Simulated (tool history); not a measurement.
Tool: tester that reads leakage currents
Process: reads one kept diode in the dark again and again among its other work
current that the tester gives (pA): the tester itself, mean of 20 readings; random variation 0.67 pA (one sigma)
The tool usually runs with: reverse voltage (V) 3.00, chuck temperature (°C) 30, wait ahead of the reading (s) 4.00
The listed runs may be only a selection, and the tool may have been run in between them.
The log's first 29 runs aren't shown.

run    hour  reverse voltage (V)  chuck temperature (°C)  wait ahead of the reading (s)  hours of work since the probe card was cleaned  hours of work since the tester was calibrated  hours of work since the chuck was calibrated  current that the tester gives (pA)
 30  1638.4                 4.73                      30                           1.11                                            1973                                           1049                                            63                              273.05
 31  1703.6                 4.73                      30                           1.11                                            2019                                           1095                                           109                              276.03
 32  1743.7                 3.00                      30                           3.41                                            2047                                           1124                                           138                              233.82
 33  1781.9                 1.17                      44                           0.38                                            2074                                           1151                                           165                              427.21
 34  1829.7                 6.62                      44                           1.24                                            2108                                           1184                                           198                              808.55
 35  1860.7                 6.62                      44                           1.24                                            2130                                           1206                                           220                              816.20
 36  1892.9                 6.62                      44                           1.24                                            2152                                           1229                                           243                              817.01
 37  1924.3                 6.62                      44                           1.24                                            2174                                           1251                                           265                              822.98
 38  1971.8                 1.24                      42                           1.29                                            2208                                           1284                                           299                              393.11
 39  2040.6                 9.47                      33                           4.00                                            2256                                           1333                                           347                              465.12
 40  2111.6                 4.21                      49                           2.03                                            2306                                           1383                                           397                              980.01

Below are 4 alternative next runs, each starting from the tool's condition after run 40. Predict each:
  A  2169.6                 1.17                      31                           3.91                                            2347                                           1424                                           438                                   ?
  B  2169.6                 5.72                      29                           9.76                                            2347                                           1424                                           438                                   ?
  C  2169.6                 2.85                      49                           1.44                                            2347                                           1424                                           438                                   ?
  D  2169.6                 4.34                      20                           8.38                                            2347                                           1424                                           438                                   ?

run  current that the tester gives (pA)
  A                              187.09
  B                              297.57
  C                              854.88
  D                              141.41
Without the tool's hidden state the same runs would have given:
run  current that the tester gives (pA)
  A                              169.34
  B                              262.97
  C                              785.79
  D                              121.73

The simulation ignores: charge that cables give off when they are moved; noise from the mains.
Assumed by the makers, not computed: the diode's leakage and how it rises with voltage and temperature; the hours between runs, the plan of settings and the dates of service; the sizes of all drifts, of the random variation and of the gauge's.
